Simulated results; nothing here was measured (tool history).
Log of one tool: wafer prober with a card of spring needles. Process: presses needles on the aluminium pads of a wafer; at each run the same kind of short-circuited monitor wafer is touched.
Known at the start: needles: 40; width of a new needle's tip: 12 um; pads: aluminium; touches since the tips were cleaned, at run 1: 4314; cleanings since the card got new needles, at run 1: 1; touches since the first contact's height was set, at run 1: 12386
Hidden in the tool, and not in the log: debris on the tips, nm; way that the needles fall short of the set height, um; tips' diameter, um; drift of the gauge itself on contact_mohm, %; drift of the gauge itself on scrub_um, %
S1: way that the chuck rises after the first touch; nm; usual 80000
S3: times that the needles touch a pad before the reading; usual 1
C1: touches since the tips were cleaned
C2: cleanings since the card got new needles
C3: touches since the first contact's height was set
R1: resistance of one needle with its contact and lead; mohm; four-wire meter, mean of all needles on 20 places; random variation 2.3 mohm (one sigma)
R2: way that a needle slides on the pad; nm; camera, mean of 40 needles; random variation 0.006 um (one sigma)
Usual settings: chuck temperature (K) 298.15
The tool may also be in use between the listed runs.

{"run": 1, "hour": 0.0, "S1": 80000, "chuck temperature (K)": 298.15, "S3": 1, "C1": 4314, "C2": 1, "C3": 12386, "R1": 260, "R2": 13407}
{"hour": 5.1, "done": "tips cleaned on abrasive film"}
{"run": 2, "hour": 7.9, "S1": 80000, "chuck temperature (K)": 298.15, "S3": 1, "C1": 1562, "C2": 2, "C3": 16754, "R1": 265, "R2": 13431}
{"hour": 18.4, "done": "tips cleaned on abrasive film"}
{"run": 3, "hour": 18.7, "S1": 80000, "chuck temperature (K)": 298.15, "S3": 1, "C1": 171, "C2": 3, "C3": 22718, "R1": 265, "R2": 13430}
{"run": 4, "hour": 26.3, "S1": 80000, "chuck temperature (K)": 298.15, "S3": 1, "C1": 4476, "C2": 3, "C3": 27023, "R1": 264, "R2": 13410}
{"hour": 31.1, "done": "tips cleaned on abrasive film"}
{"run": 5, "hour": 35.5, "S1": 80000, "chuck temperature (K)": 298.15, "S3": 1, "C1": 2449, "C2": 4, "C3": 32079, "R1": 262, "R2": 13430}
{"hour": 44.1, "done": "tips cleaned on abrasive film"}
{"run": 6, "hour": 48.2, "S1": 80000, "chuck temperature (K)": 298.15, "S3": 1, "C1": 2318, "C2": 5, "C3": 39161, "R1": 260, "R2": 13420}
{"run": 7, "hour": 53.8, "S1": 80000, "chuck temperature (K)": 298.15, "S3": 1, "C1": 5415, "C2": 5, "C3": 42258, "R1": 260, "R2": 13434}
{"hour": 57.6, "done": "tips cleaned on abrasive film"}
{"run": 8, "hour": 63.1, "S1": 80000, "chuck temperature (K)": 298.15, "S3": 1, "C1": 3099, "C2": 6, "C3": 47447, "R1": 259, "R2": 13421}
{"hour": 70.7, "done": "tips cleaned on abrasive film"}
{"run": 9, "hour": 71.2, "S1": 80000, "chuck temperature (K)": 298.15, "S3": 1, "C1": 259, "C2": 7, "C3": 51899, "R1": 264, "R2": 13418}
{"run": 10, "hour": 82.4, "S1": 80000, "chuck temperature (K)": 298.15, "S3": 1, "C1": 6563, "C2": 7, "C3": 58203, "R1": 263, "R2": 13433}
{"hour": 83.4, "done": "tips cleaned on abrasive film"}
{"run": 11, "hour": 94.0, "S1": 80000, "chuck temperature (K)": 298.15, "S3": 1, "C1": 5921, "C2": 8, "C3": 64631, "R1": 260, "R2": 13428}
{"hour": 97.1, "done": "tips cleaned on abrasive film"}
{"run": 12, "hour": 106.0, "S1": 80000, "chuck temperature (K)": 298.15, "S3": 1, "C1": 4994, "C2": 9, "C3": 71273, "R1": 263, "R2": 13416}
{"hour": 110.6, "done": "tips cleaned on abrasive film"}
{"run": 13, "hour": 116.2, "S1": 80000, "chuck temperature (K)": 298.15, "S3": 1, "C1": 3116, "C2": 10, "C3": 76920, "R1": 267, "R2": 13423}
{"hour": 123.7, "done": "tips cleaned on abrasive film"}
{"run": 14, "hour": 123.7, "S1": 80000, "chuck temperature (K)": 298.15, "S3": 1, "C1": 0, "C2": 11, "C3": 81096, "R1": 261, "R2": 13433}
{"run": 15, "hour": 132.5, "S1": 97000, "chuck temperature (K)": 298.15, "S3": 1, "C1": 4884, "C2": 11, "C3": 85980, "R1": 262, "R2": 16275}
{"hour": 136.6, "done": "tips cleaned on abrasive film"}
{"run": 16, "hour": 141.0, "S1": 97000, "chuck temperature (K)": 298.15, "S3": 1, "C1": 2469, "C2": 12, "C3": 90720, "R1": 263, "R2": 16277}
{"hour": 149.5, "done": "tips cleaned on abrasive film"}
{"run": 17, "hour": 154.2, "S1": 85000, "chuck temperature (K)": 298.15, "S3": 1, "C1": 2664, "C2": 13, "C3": 98054, "R1": 256, "R2": 14263}
{"hour": 162.7, "done": "tips cleaned on abrasive film"}
{"run": 18, "hour": 163.7, "S1": 74000, "chuck temperature (K)": 303.15, "S3": 1, "C1": 578, "C2": 14, "C3": 103292, "R1": 261, "R2": 12422}
{"run": 19, "hour": 173.1, "S1": 74000, "chuck temperature (K)": 303.15, "S3": 1, "C1": 5830, "C2": 14, "C3": 108544, "R1": 264, "R2": 12414}
{"hour": 175.4, "done": "tips cleaned on abrasive film"}
{"run": 20, "hour": 184.8, "S1": 80000, "chuck temperature (K)": 328.15, "S3": 1, "C1": 5291, "C2": 15, "C3": 115068, "R1": 276, "R2": 13426}
{"hour": 188.6, "done": "tips cleaned on abrasive film"}
{"hour": 193.2, "done": "height of the first contact set anew"}
{"run": 21, "hour": 196.4, "S1": 80000, "chuck temperature (K)": 328.15, "S3": 1, "C1": 4204, "C2": 16, "C3": 1773, "R1": 269, "R2": 13428}
{"hour": 201.7, "done": "tips cleaned on abrasive film"}
{"run": 22, "hour": 207.8, "S1": 80000, "chuck temperature (K)": 328.15, "S3": 1, "C1": 3371, "C2": 17, "C3": 8075, "R1": 272, "R2": 13424}
{"hour": 214.7, "done": "tips cleaned on abrasive film"}
{"run": 23, "hour": 221.0, "S1": 61000, "chuck temperature (K)": 328.15, "S3": 2, "C1": 3527, "C2": 18, "C3": 15432, "R1": 276, "R2": 10237}
{"hour": 228.4, "done": "tips cleaned on abrasive film"}
{"run": 24, "hour": 232.9, "S1": 89000, "chuck temperature (K)": 315.15, "S3": 2, "C1": 2520, "C2": 19, "C3": 22016, "R1": 271, "R2": 14933}
{"hour": 241.3, "done": "tips cleaned on abrasive film"}
{"run": 25, "hour": 242.8, "S1": 89000, "chuck temperature (K)": 315.15, "S3": 2, "C1": 842, "C2": 20, "C3": 27532, "R1": 263, "R2": 14937}
{"run": 26, "hour": 248.6, "S1": 89000, "chuck temperature (K)": 315.15, "S3": 2, "C1": 4054, "C2": 20, "C3": 30744, "R1": 266, "R2": 14945}
{"hour": 254.2, "done": "tips cleaned on abrasive film"}
{"run": 27, "hour": 261.0, "S1": 93000, "chuck temperature (K)": 354.15, "S3": 3, "C1": 3796, "C2": 21, "C3": 37663, "R1": 277, "R2": 15606}
{"hour": 267.8, "done": "tips cleaned on abrasive film"}
{"run": 28, "hour": 273.0, "S1": 93000, "chuck temperature (K)": 354.15, "S3": 3, "C1": 2916, "C2": 22, "C3": 44294, "R1": 279, "R2": 15607}
{"hour": 280.7, "done": "tips cleaned on abrasive film"}
{"run": 29, "hour": 280.9, "S1": 80000, "chuck temperature (K)": 298.15, "S3": 2, "C1": 76, "C2": 23, "C3": 48656, "R1": 263, "R2": 13421}
{"run": 30, "hour": 293.0, "S1": 62000, "chuck temperature (K)": 354.15, "S3": 2, "C1": 6875, "C2": 23, "C3": 55455, "R1": 276, "R2": 10415}
{"hour": 294.0, "done": "tips cleaned on abrasive film"}
{"run": 31, "hour": 302.6, "S1": 62000, "chuck temperature (K)": 354.15, "S3": 2, "C1": 4812, "C2": 24, "C3": 60794, "R1": 282, "R2": 10406}
{"hour": 307.2, "done": "tips cleaned on abrasive film"}
{"run": 32, "hour": 311.1, "S1": 62000, "chuck temperature (K)": 354.15, "S3": 2, "C1": 2183, "C2": 25, "C3": 65479, "R1": 279, "R2": 10405}
{"hour": 320.4, "done": "tips cleaned on abrasive film"}
{"run": 33, "hour": 323.9, "S1": 66000, "chuck temperature (K)": 298.15, "S3": 2, "C1": 1970, "C2": 26, "C3": 72597, "R1": 264, "R2": 11078}
{"run": 34, "hour": 330.2, "S1": 66000, "chuck temperature (K)": 298.15, "S3": 2, "C1": 5458, "C2": 26, "C3": 76085, "R1": 267, "R2": 11077}

Hidden state at the last listed run before each entry between runs and at the first one after, where it differs:
Between runs 1 and 2: tips cleaned on abrasive film (hour 5.1)
  debris on the tips, nm: 1.2 -> 0.6
Between runs 2 and 3: tips cleaned on abrasive film (hour 18.4)
  debris on the tips, nm: 0.6 -> 0.2
Between runs 4 and 5: tips cleaned on abrasive film (hour 31.1)
  debris on the tips, nm: 1.1 -> 0.9
Between runs 5 and 6: tips cleaned on abrasive film (hour 44.1)
  debris on the tips, nm: 0.9 -> 0.8
Between runs 7 and 8: tips cleaned on abrasive film (hour 57.6)
  debris on the tips, nm: 1.3 -> 1
Between runs 8 and 9: tips cleaned on abrasive film (hour 70.7)
  debris on the tips, nm: 1 -> 0.2
Between runs 10 and 11: tips cleaned on abrasive film (hour 83.4)
  debris on the tips, nm: 1.4 -> 1.3; way that the needles fall short of the set height, um: 0 -> 0.01
Between runs 11 and 12: tips cleaned on abrasive film (hour 97.1)
  debris on the tips, nm: 1.3 -> 1.2
Between runs 12 and 13: tips cleaned on abrasive film (hour 110.6)
  debris on the tips, nm: 1.2 -> 1
Between runs 13 and 14: tips cleaned on abrasive film (hour 123.7)
  debris on the tips, nm: 1 -> 0.2
Between runs 15 and 16: tips cleaned on abrasive film (hour 136.6)
  debris on the tips, nm: 1.2 -> 0.9
Between runs 16 and 17: tips cleaned on abrasive film (hour 149.5)
  no hidden state differs between the two runs
Between runs 17 and 18: tips cleaned on abrasive film (hour 162.7)
  debris on the tips, nm: 0.9 -> 0.4
Between runs 19 and 20: tips cleaned on abrasive film (hour 175.4)
  debris on the tips, nm: 1.3 -> 1.2
Between runs 20 and 21: tips cleaned on abrasive film (hour 188.6); height of the first contact set anew (hour 193.2)
  debris on the tips, nm: 1.2 -> 1.1; way that the needles fall short of the set height, um: 0.01 -> 0
Between runs 21 and 22: tips cleaned on abrasive film (hour 201.7)
  debris on the tips, nm: 1.1 -> 1
Between runs 22 and 23: tips cleaned on abrasive film (hour 214.7)
  debris on the tips, nm: 1 -> 1.1
Between runs 23 and 24: tips cleaned on abrasive film (hour 228.4)
  debris on the tips, nm: 1.1 -> 0.9
Between runs 24 and 25: tips cleaned on abrasive film (hour 241.3)
  debris on the tips, nm: 0.9 -> 0.4
Between runs 26 and 27: tips cleaned on abrasive film (hour 254.2)
  no hidden state differs between the two runs
Between runs 27 and 28: tips cleaned on abrasive film (hour 267.8)
  debris on the tips, nm: 1.1 -> 1; tips' diameter, um: 12 -> 12.01
Between runs 28 and 29: tips cleaned on abrasive film (hour 280.7)
  debris on the tips, nm: 1 -> 0.1
Between runs 30 and 31: tips cleaned on abrasive film (hour 294)
  debris on the tips, nm: 1.4 -> 1.2
Between runs 31 and 32: tips cleaned on abrasive film (hour 307.2)
  debris on the tips, nm: 1.2 -> 0.8; way that the needles fall short of the set height, um: 0 -> 0.01
Between runs 32 and 33: tips cleaned on abrasive film (hour 320.4)
  no hidden state differs between the two runs

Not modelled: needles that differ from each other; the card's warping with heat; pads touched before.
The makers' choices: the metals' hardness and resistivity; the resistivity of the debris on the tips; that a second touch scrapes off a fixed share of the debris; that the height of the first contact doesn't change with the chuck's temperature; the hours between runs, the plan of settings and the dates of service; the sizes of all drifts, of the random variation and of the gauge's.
